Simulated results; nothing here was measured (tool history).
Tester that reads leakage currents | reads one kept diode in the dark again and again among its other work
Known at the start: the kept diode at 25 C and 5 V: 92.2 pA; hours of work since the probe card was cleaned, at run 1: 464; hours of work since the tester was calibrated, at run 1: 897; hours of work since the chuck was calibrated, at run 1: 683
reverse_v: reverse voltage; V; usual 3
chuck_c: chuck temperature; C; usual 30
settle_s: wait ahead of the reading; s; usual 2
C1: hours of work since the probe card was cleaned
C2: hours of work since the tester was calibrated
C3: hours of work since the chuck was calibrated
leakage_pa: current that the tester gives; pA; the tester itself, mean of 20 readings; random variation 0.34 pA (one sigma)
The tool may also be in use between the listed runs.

Run 1, hour 0: usual settings; C1 464; C2 897; C3 683. Result: leakage_pa 110.3 pA.
Run 2, hour 16.7: usual settings but settle_s 8.08 s; C1 474; C2 907; C3 693. Result: leakage_pa 110.01 pA.
Run 3, hour 39.3: usual settings but settle_s 8.08 s; C1 487; C2 921; C3 707. Result: leakage_pa 109.8 pA.
Run 4, hour 71.8: usual settings but settle_s 9.37 s; C1 506; C2 940; C3 726. Result: leakage_pa 110.1 pA.
Run 5, hour 101.3: usual settings but chuck_c 38 C; C1 524; C2 957; C3 743. Result: leakage_pa 202.92 pA.
Run 6, hour 134.5: usual settings but chuck_c 38 C; C1 543; C2 977; C3 763. Result: leakage_pa 202.39 pA.
Run 7, hour 173: usual settings but chuck_c 38 C; C1 566; C2 1000; C3 786. Result: leakage_pa 201.78 pA.
Run 8, hour 197.5: usual settings but chuck_c 38 C; C1 581; C2 1014; C3 800. Result: leakage_pa 201.63 pA.
Run 9, hour 223.4: usual settings; C1 596; C2 1029; C3 815. Result: leakage_pa 109.89 pA.
Run 10, hour 246.7: usual settings; C1 610; C2 1043; C3 829. Result: leakage_pa 109.81 pA.
Run 11, hour 280.6: usual settings but settle_s 0.97 s; C1 630; C2 1063; C3 849. Result: leakage_pa 110.54 pA.
Run 12, hour 308.9: usual settings; C1 646; C2 1080; C3 866. Result: leakage_pa 109.43 pA.
Run 13, hour 341: usual settings; C1 665; C2 1099; C3 885. Result: leakage_pa 109.76 pA.
Run 14, hour 373.8: usual settings; C1 685; C2 1118; C3 904. Result: leakage_pa 109.69 pA.
Run 15, hour 399.2: usual settings; C1 700; C2 1133; C3 919. Result: leakage_pa 108.39 pA.
Run 16, hour 417: usual settings but reverse_v 10.93 V; C1 710; C2 1144; C3 930. Result: leakage_pa 188.75 pA.
Run 17, hour 446.6: usual settings but reverse_v 10.93 V; C1 728; C2 1161; C3 947. Result: leakage_pa 188.66 pA.
At hour 470.8: chuck's temperature calibrated.
Run 18, hour 474.7: usual settings; C1 743; C2 1177; C3 2. Result: leakage_pa 112.44 pA.
Run 19, hour 499.3: usual settings but chuck_c 46 C; C1 758; C2 1191; C3 17. Result: leakage_pa 370.5 pA.
Run 20, hour 515.1: usual settings but chuck_c 46 C; C1 767; C2 1201; C3 26. Result: leakage_pa 369.76 pA.
Run 21, hour 549.5: usual settings but chuck_c 46 C; C1 787; C2 1221; C3 47. Result: leakage_pa 367.17 pA.
Run 22, hour 572.9: usual settings but chuck_c 46 C; C1 801; C2 1235; C3 60. Result: leakage_pa 368.52 pA.
Run 23, hour 602.2: usual settings but reverse_v 6.68 V, chuck_c 27 C, settle_s 6.01 s; C1 819; C2 1252; C3 78. Result: leakage_pa 124.05 pA.
Run 24, hour 624.8: usual settings but reverse_v 3.8 V, chuck_c 53 C, settle_s 3.38 s; C1 832; C2 1266; C3 91. Result: leakage_pa 660.01 pA.
Run 25, hour 657.9: usual settings but reverse_v 19.67 V, chuck_c 36 C, settle_s 2.29 s; C1 852; C2 1285; C3 111. Result: leakage_pa 388.91 pA.
Run 26, hour 682.4: usual settings but reverse_v 10.23 V, chuck_c 37 C, settle_s 2.29 s; C1 866; C2 1300; C3 125. Result: leakage_pa 316.4 pA.
Run 27, hour 718.2: usual settings but reverse_v 1.17 V, chuck_c 23 C, settle_s 4.28 s; C1 887; C2 1321; C3 146. Result: leakage_pa 43.41 pA.
Run 28, hour 744.7: usual settings but reverse_v 1.17 V, chuck_c 23 C, settle_s 4.28 s; C1 903; C2 1337; C3 162. Result: leakage_pa 43.32 pA.
Run 29, hour 767.6: usual settings but reverse_v 1.17 V, chuck_c 23 C, settle_s 4.28 s; C1 916; C2 1350; C3 176. Result: leakage_pa 43.49 pA.
Run 30, hour 804.5: usual settings but reverse_v 1.17 V, chuck_c 23 C, settle_s 4.28 s; C1 938; C2 1372; C3 197. Result: leakage_pa 43.3 pA.
Run 31, hour 833.4: usual settings but chuck_c 25 C, settle_s 1.59 s; C1 955; C2 1389; C3 214. Result: leakage_pa 75.55 pA.
Run 32, hour 866.4: usual settings but reverse_v 2.69 V; C1 975; C2 1408; C3 234. Result: leakage_pa 106.6 pA.
Run 33, hour 886.5: usual settings but reverse_v 2.41 V, settle_s 1.1 s; C1 987; C2 1420; C3 246. Result: leakage_pa 102.09 pA.
Run 34, hour 915.8: usual settings but reverse_v 2.42 V, chuck_c 44 C, settle_s 0.76 s; C1 1004; C2 1438; C3 263. Result: leakage_pa 292.01 pA.
Run 35, hour 935.1: usual settings but reverse_v 2.42 V, chuck_c 44 C, settle_s 0.76 s; C1 1015; C2 1449; C3 275. Result: leakage_pa 290.33 pA.
Run 36, hour 956.1: usual settings but reverse_v 6.65 V, chuck_c 58 C, settle_s 1.88 s; C1 1028; C2 1461; C3 287. Result: leakage_pa 1149.45 pA.
Run 37, hour 980.6: usual settings but reverse_v 6.65 V, chuck_c 58 C, settle_s 1.88 s; C1 1042; C2 1476; C3 301. Result: leakage_pa 1145.49 pA.
Run 38, hour 1001.3: usual settings but reverse_v 6.65 V, chuck_c 58 C, settle_s 1.09 s; C1 1055; C2 1488; C3 314. Result: leakage_pa 1141.45 pA.
Run 39, hour 1020.5: usual settings but reverse_v 3.74 V, chuck_c 25 C, settle_s 0.71 s; C1 1066; C2 1500; C3 325. Result: leakage_pa 83.06 pA.
Run 40, hour 1042.1: usual settings but reverse_v 3.74 V, chuck_c 25 C, settle_s 0.71 s; C1 1079; C2 1512; C3 338. Result: leakage_pa 83.65 pA.

4 ways to go on from here, each from the tool as it stands after run 40. What would each give?
Run A, hour 1061.1: usual settings but reverse_v 1.04 V; C1 1090; C2 1524; C3 349. Result: leakage_pa ?.
Run B, hour 1061.1: usual settings but reverse_v 1.28 V, chuck_c 45 C, settle_s 4.04 s; C1 1090; C2 1524; C3 349. Result: leakage_pa ?.
Run C, hour 1061.1: usual settings but reverse_v 19.97 V, chuck_c 58 C, settle_s 0.41 s; C1 1090; C2 1524; C3 349. Result: leakage_pa ?.
Run D, hour 1061.1: usual settings but reverse_v 5.35 V, chuck_c 52 C, settle_s 0.35 s; C1 1090; C2 1524; C3 349. Result: leakage_pa ?.

run  leakage_pa
  A       72.07
  B      238.63
  C     1805.92
  D      703.62
Without the tool's hidden state the same runs would have given:
run  leakage_pa
  A        73.6
  B      244.88
  C     1841.01
  D      719.93
